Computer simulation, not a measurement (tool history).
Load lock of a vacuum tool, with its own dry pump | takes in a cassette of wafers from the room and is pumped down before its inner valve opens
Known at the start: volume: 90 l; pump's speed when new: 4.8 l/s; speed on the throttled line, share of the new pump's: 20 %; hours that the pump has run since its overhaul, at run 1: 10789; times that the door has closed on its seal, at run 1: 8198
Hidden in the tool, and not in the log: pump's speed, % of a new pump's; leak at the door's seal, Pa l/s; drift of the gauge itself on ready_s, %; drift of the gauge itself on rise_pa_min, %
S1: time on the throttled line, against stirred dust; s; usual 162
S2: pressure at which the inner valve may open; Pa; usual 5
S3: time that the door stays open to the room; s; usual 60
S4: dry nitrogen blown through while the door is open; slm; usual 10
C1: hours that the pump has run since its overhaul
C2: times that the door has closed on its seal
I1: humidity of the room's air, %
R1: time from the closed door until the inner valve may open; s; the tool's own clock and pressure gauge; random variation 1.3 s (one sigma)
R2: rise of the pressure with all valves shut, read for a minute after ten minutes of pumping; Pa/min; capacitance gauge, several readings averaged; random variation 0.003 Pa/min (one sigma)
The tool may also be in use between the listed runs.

{"run": 1, "hour": 0.0, "S1": 162, "S2": 5, "S3": 60, "S4": 10, "C1": 10789, "C2": 8198, "I1": 43.2, "R1": 317.8, "R2": 0.039}
{"run": 2, "hour": 223.3, "S1": 162, "S2": 5, "S3": 60, "S4": 10, "C1": 11012, "C2": 8687, "I1": 41.3, "R1": 317.5, "R2": 0.043}
{"run": 3, "hour": 344.9, "S1": 162, "S2": 5, "S3": 60, "S4": 10, "C1": 11134, "C2": 8954, "I1": 44.3, "R1": 320.9, "R2": 0.045}
{"run": 4, "hour": 526.6, "S1": 162, "S2": 5, "S3": 60, "S4": 10, "C1": 11315, "C2": 9353, "I1": 44.8, "R1": 318.8, "R2": 0.037}
{"run": 5, "hour": 652.2, "S1": 162, "S2": 5, "S3": 60, "S4": 10, "C1": 11441, "C2": 9628, "I1": 47.0, "R1": 320.4, "R2": 0.039}
{"run": 6, "hour": 834.4, "S1": 162, "S2": 5, "S3": 60, "S4": 10, "C1": 11623, "C2": 10028, "I1": 47.1, "R1": 318.4, "R2": 0.038}

The next listed run, before its measurement:
{"run": 7, "hour": 1053.1, "S1": 162, "S2": 5, "S3": 60, "S4": 10, "C1": 11842, "C2": 10508, "I1": 46.9, "R1": "?", "R2": "?"}

{"run 7": {"R1": 316.8, "R2": 0.041}}
Without the tool's hidden state the same run would have given R1 316.8 s, R2 0.040 Pa/min.
